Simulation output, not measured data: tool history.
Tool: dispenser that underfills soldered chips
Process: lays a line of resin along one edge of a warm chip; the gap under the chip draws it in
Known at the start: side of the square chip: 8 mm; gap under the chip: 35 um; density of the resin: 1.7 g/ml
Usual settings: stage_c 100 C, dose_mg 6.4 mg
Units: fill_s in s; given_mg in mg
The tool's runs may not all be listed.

run,hour,stage_c,dose_mg,fill_s,given_mg
1,0,100,6.4,91.9,6.39
# hour 1.5: new syringe of resin
2,6.9,100,6.4,82.3,6.37
# hour 12.2: new syringe of resin
3,12.3,100,6.4,72.1,6.36
4,16.3,100,6.4,81.2,6.33
# hour 23.6: new syringe of resin
5,24.7,100,6.4,73.6,6.34
6,30.5,100,6.4,86.4,6.36
# hour 34.5: new syringe of resin
7,34.6,92,6.4,105.6,6.32
8,39.6,92,6.4,119.2,6.31
# hour 45.8: new syringe of resin
9,48.6,92,6.4,115.8,6.32
10,54.4,92,6.4,129.4,6.31
# hour 56.8: new syringe of resin
11,62,92,6.4,123.9,6.29
# hour 64.3: dispensing valve cleaned and set on the balance
12,67.3,115,6.4,49.3,6.41
# hour 68.6: new syringe of resin
13,73.6,100,7.64,84.5,7.62
# hour 79.4: new syringe of resin
14,79.4,100,7.64,71.1,7.63
15,83.4,100,7.64,77.9,7.62
# hour 90.6: new syringe of resin
16,92.5,100,7.64,74.4,7.61
17,98.8,100,6.4,87.6,6.38
# hour 101.4: new syringe of resin
18,107.4,100,6.4,83.3,6.35
# hour 112.4: new syringe of resin
19,114.9,92,6.35,111.1,6.31
20,119.5,103,5.98,75.7,5.92
# hour 123.7: new syringe of resin
21,125.4,103,5.98,67.3,5.91
22,132,103,5.98,80,5.9
# hour 135.3: new syringe of resin
23,136.1,87,5.62,138.3,5.56
# hour 138.9: dispensing valve cleaned and set on the balance
24,145.2,96,5.54,109.8,5.54
# hour 147.3: new syringe of resin
25,150.5,107,5.74,58.5,5.71
26,154.4,107,5.74,63.6,5.74
# hour 158.2: new syringe of resin
27,160.8,99,7.52,80.8,7.49
28,165.9,94,7.29,116.1,7.23
# hour 169.3: new syringe of resin
29,170,94,7.29,97.7,7.23
30,177.3,93,6.02,123.7,5.97
# hour 180.1: new syringe of resin
31,182.6,93,7.99,103.4,7.92
32,190,87,7.21,169.4,7.12
# hour 191.4: new syringe of resin
33,195.5,101,8.1,73.7,8.01
# hour 202.4: new syringe of resin
34,203.6,114,5.48,42.5,5.39
# hour 212.9: dispensing valve cleaned and set on the balance
35,213,101,6.4,88.2,6.38

Measured less the same run without the tool's hidden state. The same run-to-run variation is in both; the gauge's scatter may not be:
The hidden state here: resin's viscosity, % of fresh resin's; dose that the valve gives, % of what is set; true chip temperature over the reading, C; drift of the gauge itself on fill_s, %; drift of the gauge itself on given_mg, %.
run,fill_s,given_mg
1,+15.7,-0.02
2,+7.4,-0.04
3,-3,-0.04
4,+4.5,-0.04
5,-1,-0.06
6,+10.5,-0.06
7,-4.9,-0.06
8,+9.1,-0.08
9,+3.2,-0.09
10,+20.7,-0.1
11,+12.3,-0.1
12,+9.5,+0.01
13,+7.9,+0.01
14,-3.9,-0.01
15,+3.5,-0.01
16,-1.3,-0.02
17,+11.6,-0.03
18,+8.6,-0.05
19,+1.4,-0.05
20,+9.2,-0.05
21,+0.3,-0.05
22,+12.5,-0.07
23,-5.9,-0.07
24,+16.4,-0.02
25,+1.8,-0.03
26,+7.7,-0.03
27,+1.9,-0.05
28,+16.1,-0.05
29,-2.9,-0.05
30,+17.4,-0.05
31,+0.2,-0.08
32,+28.2,-0.08
33,+3.3,-0.1
34,-0.5,-0.08
35,+15.1,+0
